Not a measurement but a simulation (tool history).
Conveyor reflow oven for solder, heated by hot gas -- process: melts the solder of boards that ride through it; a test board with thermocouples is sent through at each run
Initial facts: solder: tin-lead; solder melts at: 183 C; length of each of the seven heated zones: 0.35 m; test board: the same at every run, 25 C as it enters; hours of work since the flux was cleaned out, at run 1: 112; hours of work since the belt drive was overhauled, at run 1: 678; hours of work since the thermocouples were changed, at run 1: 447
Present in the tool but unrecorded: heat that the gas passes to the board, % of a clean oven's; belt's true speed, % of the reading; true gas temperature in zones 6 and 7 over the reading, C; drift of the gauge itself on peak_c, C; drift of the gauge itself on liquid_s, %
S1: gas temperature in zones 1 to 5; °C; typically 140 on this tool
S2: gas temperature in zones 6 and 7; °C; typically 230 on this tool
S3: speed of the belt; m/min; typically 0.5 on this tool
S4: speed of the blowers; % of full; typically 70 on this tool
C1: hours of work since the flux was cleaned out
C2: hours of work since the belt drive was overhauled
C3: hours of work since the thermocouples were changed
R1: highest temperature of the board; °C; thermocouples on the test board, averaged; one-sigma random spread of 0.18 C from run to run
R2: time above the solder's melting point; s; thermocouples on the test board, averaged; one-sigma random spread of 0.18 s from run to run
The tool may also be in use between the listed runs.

run	hour	S1	S2	S3	S4	C1	C2	C3	R1	R2
1	0	140	230	0.5	70	112	678	447	215.9	63.4
2	31.7	140	230	0.5	70	137	703	472	215.9	63.5
3	44.6	136	230	0.5	70	148	714	482	215.3	61.2
4	66.9	140	230	0.5	70	165	731	500	215.7	63.3
5	90.4	140	223	0.5	70	184	750	519	209.8	57.7
6	115.4	140	223	0.5	70	204	770	538	209.6	57.3
7	129.2	140	223	0.5	70	215	781	549	209.9	57.3
8	158.6	140	230	0.5	70	238	804	573	215.8	62.8
9	175.1	140	230	0.5	87	251	817	586	217.7	65.2
# hour 182.1: flux residue cleaned out of gas plates and filters
10	196	136	230	0.5	70	11	830	599	214	59.9
11	218	136	230	0.5	70	28	847	616	214.1	59.5
12	236.8	136	230	0.5	70	44	862	631	213.7	60
# hour 255.2: thermocouples of zones 6 and 7 changed
# hour 262.2: flux residue cleaned out of gas plates and filters, once more
13	267.4	136	230	0.5	70	4	881	6	214.8	61.6
14	283.9	136	230	0.5	70	17	894	19	215	61.2
15	307	136	230	0.5	70	36	912	37	215	61
16	326.3	136	235	0.582	70	51	928	53	214	50.9
17	355	140	235	0.582	80	74	951	75	216.6	54.7
18	375.4	140	230	0.5	57	90	967	92	213.6	60.7
19	405.3	129	228	0.583	76	114	991	115	207.6	42.4
20	419.4	146	230	0.5	74	125	1002	127	217.2	67.6
21	443	146	230	0.5	74	144	1021	145	217.3	67.4
22	461.3	154	225	0.428	52	158	1035	160	214.6	81.5
23	477.9	140	228	0.5	70	171	1048	173	213.9	61.5
24	497.3	151	230	0.6	68	187	1064	188	211.4	52.6
25	524.9	140	241	0.5	70	209	1086	210	224.7	70.7
26	554.3	140	241	0.5	70	232	1109	234	224.7	70.8
27	579	148	225	0.5	70	252	1129	253	212.6	64.2
28	593.1	153	237	0.405	82	263	1140	265	229.9	98.3
29	610.3	147	237	0.539	57	277	1154	278	217.8	62.2
30	633	149	231	0.539	84	295	1172	296	217.5	63.5

Forecast each of these 5 alternatives for the next run:
A	663.6	127	231	0.539	84	319	1196	321	?	?
B	663.6	140	230	0.5	53	319	1196	321	?	?
C	663.6	145	227	0.5	70	319	1196	321	?	?
D	663.6	147	242	0.539	84	319	1196	321	?	?
E	663.6	140	230	0.53	70	319	1196	321	?	?

run	R1	R2
A	213	51.9
B	212.3	58.8
C	213.4	63.3
D	226.3	68.7
E	213.6	57.1
Had the tool no hidden state, the same runs would have come out as:
run	R1	R2
A	213.7	52.1
B	212.4	58.3
C	213.5	62.9
D	226.7	68
E	213.9	56.9
